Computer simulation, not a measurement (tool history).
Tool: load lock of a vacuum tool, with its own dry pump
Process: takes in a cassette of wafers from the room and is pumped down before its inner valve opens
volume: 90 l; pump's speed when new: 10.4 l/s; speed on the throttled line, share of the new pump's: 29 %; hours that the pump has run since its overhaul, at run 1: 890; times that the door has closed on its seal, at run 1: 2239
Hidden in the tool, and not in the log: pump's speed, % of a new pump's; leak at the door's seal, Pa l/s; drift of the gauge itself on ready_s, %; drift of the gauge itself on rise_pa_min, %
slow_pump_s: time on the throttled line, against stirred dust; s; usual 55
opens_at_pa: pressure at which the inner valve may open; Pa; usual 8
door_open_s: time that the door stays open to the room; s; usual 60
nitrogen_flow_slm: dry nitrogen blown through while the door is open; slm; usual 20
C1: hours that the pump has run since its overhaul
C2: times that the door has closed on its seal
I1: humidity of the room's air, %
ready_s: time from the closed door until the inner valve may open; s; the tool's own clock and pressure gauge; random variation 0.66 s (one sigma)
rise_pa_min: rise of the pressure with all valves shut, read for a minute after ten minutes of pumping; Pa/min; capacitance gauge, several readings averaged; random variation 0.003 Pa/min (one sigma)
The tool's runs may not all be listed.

run 1 day=0 | slow_pump_s=55 opens_at_pa=8 door_open_s=60 nitrogen_flow_slm=20 | C1=890 C2=2239 | I1=45.2 | ready_s=121.8 rise_pa_min=0.043
run 2 day=3.996 | slow_pump_s=55 opens_at_pa=8 door_open_s=60 nitrogen_flow_slm=20 | C1=986 C2=2563 | I1=43.5 | ready_s=122.7 rise_pa_min=0.048
run 3 day=8.962 | slow_pump_s=55 opens_at_pa=8 door_open_s=60 nitrogen_flow_slm=20 | C1=1106 C2=2967 | I1=45.8 | ready_s=122.7 rise_pa_min=0.056
run 4 day=11.929 | slow_pump_s=55 opens_at_pa=8 door_open_s=60 nitrogen_flow_slm=20 | C1=1177 C2=3208 | I1=41.4 | ready_s=122.4 rise_pa_min=0.051
run 5 day=14.283 | slow_pump_s=55 opens_at_pa=8 door_open_s=60 nitrogen_flow_slm=20 | C1=1233 C2=3399 | I1=43 | ready_s=122 rise_pa_min=0.053
run 6 day=17.504 | slow_pump_s=55 opens_at_pa=8 door_open_s=60 nitrogen_flow_slm=7 | C1=1311 C2=3661 | I1=42.9 | ready_s=122.4 rise_pa_min=0.064
run 7 day=21.996 | slow_pump_s=55 opens_at_pa=8 door_open_s=41 nitrogen_flow_slm=20 | C1=1418 C2=4025 | I1=45.3 | ready_s=122.1 rise_pa_min=0.051
run 8 day=27.229 | slow_pump_s=55 opens_at_pa=8 door_open_s=60 nitrogen_flow_slm=5 | C1=1544 C2=4451 | I1=45.9 | ready_s=123.6 rise_pa_min=0.085
run 9 day=31.958 | slow_pump_s=55 opens_at_pa=8 door_open_s=60 nitrogen_flow_slm=5 | C1=1657 C2=4835 | I1=43 | ready_s=122.1 rise_pa_min=0.078
run 10 day=35.983 | slow_pump_s=55 opens_at_pa=8 door_open_s=60 nitrogen_flow_slm=20 | C1=1754 C2=5162 | I1=47 | ready_s=122.9 rise_pa_min=0.072
run 11 day=39.092 | slow_pump_s=55 opens_at_pa=8 door_open_s=60 nitrogen_flow_slm=20 | C1=1829 C2=5414 | I1=48 | ready_s=123.3 rise_pa_min=0.068
run 12 day=43.196 | slow_pump_s=55 opens_at_pa=8 door_open_s=60 nitrogen_flow_slm=20 | C1=1927 C2=5748 | I1=45.2 | ready_s=124.6 rise_pa_min=0.06
run 13 day=48.117 | slow_pump_s=55 opens_at_pa=8 door_open_s=60 nitrogen_flow_slm=20 | C1=2045 C2=6147 | I1=44.8 | ready_s=122.4 rise_pa_min=0.069
run 14 day=50.696 | slow_pump_s=41 opens_at_pa=8 door_open_s=60 nitrogen_flow_slm=20 | C1=2107 C2=6357 | I1=44.1 | ready_s=113.3 rise_pa_min=0.078
run 15 day=53.429 | slow_pump_s=41 opens_at_pa=8 door_open_s=60 nitrogen_flow_slm=20 | C1=2173 C2=6579 | I1=47 | ready_s=113.7 rise_pa_min=0.079
run 16 day=55.721 | slow_pump_s=41 opens_at_pa=8 door_open_s=60 nitrogen_flow_slm=20 | C1=2228 C2=6765 | I1=45.7 | ready_s=113.8 rise_pa_min=0.082
run 17 day=59.075 | slow_pump_s=41 opens_at_pa=10 door_open_s=60 nitrogen_flow_slm=20 | C1=2308 C2=7038 | I1=42.5 | ready_s=112.2 rise_pa_min=0.075
run 18 day=62.2 | slow_pump_s=100 opens_at_pa=8 door_open_s=109 nitrogen_flow_slm=20 | C1=2383 C2=7291 | I1=43.6 | ready_s=155.3 rise_pa_min=0.085
run 19 day=67.479 | slow_pump_s=29 opens_at_pa=7 door_open_s=75 nitrogen_flow_slm=10 | C1=2510 C2=7720 | I1=47.3 | ready_s=106.9 rise_pa_min=0.099
run 20 day=71.4 | slow_pump_s=29 opens_at_pa=7 door_open_s=75 nitrogen_flow_slm=10 | C1=2604 C2=8039 | I1=46.5 | ready_s=106.4 rise_pa_min=0.103
run 21 day=74.908 | slow_pump_s=41 opens_at_pa=8 door_open_s=50 nitrogen_flow_slm=12 | C1=2688 C2=8324 | I1=42.2 | ready_s=113.9 rise_pa_min=0.092
run 22 day=78.442 | slow_pump_s=61 opens_at_pa=13 door_open_s=60 nitrogen_flow_slm=20 | C1=2773 C2=8611 | I1=48.3 | ready_s=123.8 rise_pa_min=0.094
run 23 day=81.358 | slow_pump_s=95 opens_at_pa=8 door_open_s=60 nitrogen_flow_slm=20 | C1=2843 C2=8848 | I1=40 | ready_s=150.8 rise_pa_min=0.096
run 24 day=85.05 | slow_pump_s=55 opens_at_pa=8 door_open_s=64 nitrogen_flow_slm=13 | C1=2932 C2=9147 | I1=45.9 | ready_s=124.4 rise_pa_min=0.103
run 25 day=87.525 | slow_pump_s=55 opens_at_pa=8 door_open_s=64 nitrogen_flow_slm=13 | C1=2991 C2=9349 | I1=39.9 | ready_s=122.9 rise_pa_min=0.106
run 26 day=90.433 | slow_pump_s=55 opens_at_pa=8 door_open_s=64 nitrogen_flow_slm=13 | C1=3061 C2=9585 | I1=47.4 | ready_s=125.2 rise_pa_min=0.117
run 27 day=95.346 | slow_pump_s=55 opens_at_pa=8 door_open_s=64 nitrogen_flow_slm=13 | C1=3179 C2=9984 | I1=47.2 | ready_s=124 rise_pa_min=0.11
run 28 day=98.988 | slow_pump_s=55 opens_at_pa=8 door_open_s=60 nitrogen_flow_slm=26 | C1=3266 C2=10280 | I1=42.6 | ready_s=124.8 rise_pa_min=0.101
run 29 day=103.338 | slow_pump_s=54 opens_at_pa=10 door_open_s=60 nitrogen_flow_slm=8 | C1=3371 C2=10633 | I1=42.6 | ready_s=121.8 rise_pa_min=0.123
run 30 day=107.379 | slow_pump_s=54 opens_at_pa=10 door_open_s=60 nitrogen_flow_slm=8 | C1=3468 C2=10961 | I1=48.3 | ready_s=121.5 rise_pa_min=0.132
run 31 day=111.712 | slow_pump_s=78 opens_at_pa=10 door_open_s=60 nitrogen_flow_slm=6 | C1=3572 C2=11314 | I1=44.8 | ready_s=139.3 rise_pa_min=0.129
run 32 day=114.367 | slow_pump_s=78 opens_at_pa=10 door_open_s=60 nitrogen_flow_slm=6 | C1=3635 C2=11529 | I1=44.8 | ready_s=138.3 rise_pa_min=0.137
run 33 day=119.75 | slow_pump_s=51 opens_at_pa=8 door_open_s=25 nitrogen_flow_slm=11 | C1=3764 C2=11966 | I1=44.6 | ready_s=121.9 rise_pa_min=0.128

Some steps in ready_s between neighbouring runs. How much of each would the tool show without its hidden state too (settings, what came in, random variation), and how much is left for the hidden state, with any gauge scatter that isn't in both results?
Run 13 -> 14: slow_pump_s 55 -> 41. ready_s -9.1 s: hidden state +0.3, all else -9.4.
Run 17 -> 18: slow_pump_s 41 -> 100, opens_at_pa 10 -> 8, door_open_s 60 -> 109. ready_s +43.1 s: hidden state -0.2, all else +43.3.
Run 18 -> 19: slow_pump_s 100 -> 29, opens_at_pa 8 -> 7, door_open_s 109 -> 75, nitrogen_flow_slm 20 -> 10. ready_s -48.4 s: hidden state +0.6, all else -49.
Run 22 -> 23: slow_pump_s 61 -> 95, opens_at_pa 13 -> 8. ready_s +27 s: hidden state +0, all else +27.
Run 32 -> 33: slow_pump_s 78 -> 51, opens_at_pa 10 -> 8, door_open_s 60 -> 25, nitrogen_flow_slm 6 -> 11. ready_s -16.4 s: hidden state +0.5, all else -16.9.
